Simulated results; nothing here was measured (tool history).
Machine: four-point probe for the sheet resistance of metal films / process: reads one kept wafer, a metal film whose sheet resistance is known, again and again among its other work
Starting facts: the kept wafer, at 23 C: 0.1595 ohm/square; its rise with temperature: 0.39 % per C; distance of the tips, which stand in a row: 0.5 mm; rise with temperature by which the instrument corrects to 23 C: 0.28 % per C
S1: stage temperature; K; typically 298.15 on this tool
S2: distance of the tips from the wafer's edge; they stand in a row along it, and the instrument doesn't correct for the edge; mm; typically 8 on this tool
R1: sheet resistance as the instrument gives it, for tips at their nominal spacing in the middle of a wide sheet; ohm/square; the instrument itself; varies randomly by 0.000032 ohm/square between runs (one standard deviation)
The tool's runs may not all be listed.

Run 1, day 0.000: usual settings. Result: R1 0.159115 ohm/square.
Run 2, day 5.583: usual settings. Result: R1 0.158987 ohm/square.
Run 3, day 8.325: usual settings. Result: R1 0.158997 ohm/square.
Run 4, day 12.671: usual settings. Result: R1 0.158934 ohm/square.
Run 5, day 16.529: usual settings. Result: R1 0.158839 ohm/square.
Run 6, day 20.071: usual settings but S2 3 mm. Result: R1 0.160871 ohm/square.
Run 7, day 23.788: usual settings but S2 3 mm. Result: R1 0.160843 ohm/square.
Run 8, day 27.650: usual settings but S2 3 mm. Result: R1 0.160730 ohm/square.
Run 9, day 31.017: usual settings. Result: R1 0.158660 ohm/square.
Run 10, day 34.775: usual settings. Result: R1 0.158631 ohm/square.
Run 11, day 37.208: usual settings. Result: R1 0.158656 ohm/square.
Run 12, day 41.812: usual settings but S1 306.15 K. Result: R1 0.159874 ohm/square.
Run 13, day 45.379: usual settings but S1 306.15 K. Result: R1 0.159800 ohm/square.
Run 14, day 49.038: usual settings but S1 294.15 K. Result: R1 0.157741 ohm/square.
At day 49.512: new probe head fitted.
Run 15, day 53.021: usual settings but S1 294.15 K. Result: R1 0.160865 ohm/square.
At day 55.900: stage's thermometer calibrated.
Run 16, day 55.933: usual settings. Result: R1 0.161142 ohm/square.
Run 17, day 61.521: usual settings. Result: R1 0.161029 ohm/square.
Run 18, day 65.004: usual settings. Result: R1 0.160943 ohm/square.
Run 19, day 70.129: usual settings. Result: R1 0.160946 ohm/square.
Run 20, day 72.917: usual settings. Result: R1 0.160896 ohm/square.
Run 21, day 76.654: usual settings. Result: R1 0.160860 ohm/square.
Run 22, day 79.162: usual settings. Result: R1 0.160810 ohm/square.
Run 23, day 82.042: usual settings but S1 299.15 K, S2 30 mm. Result: R1 0.160603 ohm/square.
Run 24, day 85.762: usual settings but S1 306.15 K, S2 11 mm. Result: R1 0.161815 ohm/square.
Run 25, day 90.538: usual settings but S2 18 mm. Result: R1 0.160335 ohm/square.
Run 26, day 93.558: usual settings but S2 18 mm. Result: R1 0.160260 ohm/square.
Run 27, day 99.617: usual settings but S2 18 mm. Result: R1 0.160246 ohm/square.
Run 28, day 103.567: usual settings but S2 18 mm. Result: R1 0.160221 ohm/square.
Run 29, day 107.075: usual settings but S2 18 mm. Result: R1 0.160083 ohm/square.
Run 30, day 111.333: usual settings but S2 18 mm. Result: R1 0.160142 ohm/square.
Run 31, day 114.412: usual settings but S1 305.15 K. Result: R1 0.161487 ohm/square.
Run 32, day 118.238: usual settings but S1 305.15 K. Result: R1 0.161461 ohm/square.
Run 33, day 121.879: usual settings but S1 305.15 K. Result: R1 0.161397 ohm/square.
Run 34, day 127.458: usual settings but S1 296.15 K, S2 13 mm. Result: R1 0.159628 ohm/square.
Run 35, day 130.967: usual settings but S2 12 mm. Result: R1 0.159898 ohm/square.
Run 36, day 135.812: usual settings but S1 302.15 K, S2 9 mm. Result: R1 0.160685 ohm/square.
Run 37, day 141.575: usual settings but S1 302.15 K, S2 3 mm. Result: R1 0.162639 ohm/square.
Run 38, day 145.467: usual settings but S1 302.15 K, S2 3 mm. Result: R1 0.162612 ohm/square.
Run 39, day 148.754: usual settings but S1 299.15 K, S2 27 mm. Result: R1 0.159700 ohm/square.
Run 40, day 152.154: usual settings but S1 299.15 K, S2 27 mm. Result: R1 0.159686 ohm/square.
Run 41, day 154.950: usual settings but S1 295.15 K, S2 46 mm. Result: R1 0.158982 ohm/square.
Run 42, day 159.475: usual settings but S1 297.15 K, S2 5 mm. Result: R1 0.160070 ohm/square.
Run 43, day 162.496: usual settings but S1 301.15 K, S2 22 mm. Result: R1 0.159920 ohm/square.
Run 44, day 167.162: usual settings but S1 301.15 K, S2 22 mm. Result: R1 0.159817 ohm/square.

Hidden state or all else? Some run-to-run changes of R1, split into what the settings, what came in and random variation would give without the hidden state, and what is left for the hidden state (with any gauge scatter that isn't in both results):
Hidden state present: inner tips' distance over the nominal, %; tips' flats over new ones', %; wafer's true temperature over the reading, C; drift of the gauge itself on sheet_ohm, %.
Run 8 -> 9: S2 3 -> 8. R1 -0.002070 ohm/square: hidden state -0.000027, all else -0.002043.
Run 11 -> 12: S1 298.15 -> 306.15. R1 +0.001218 ohm/square: hidden state -0.000084, all else +0.001302.
Run 14 -> 15: new probe head fitted. R1 +0.003124 ohm/square: hidden state +0.003103, all else +0.000021.
Run 15 -> 16: S1 294.15 -> 298.15, stage's thermometer calibrated. R1 +0.000277 ohm/square: hidden state -0.000471, all else +0.000748.
Run 38 -> 39: S1 302.15 -> 299.15, S2 3 -> 27. R1 -0.002912 ohm/square: hidden state -0.000039, all else -0.002873.
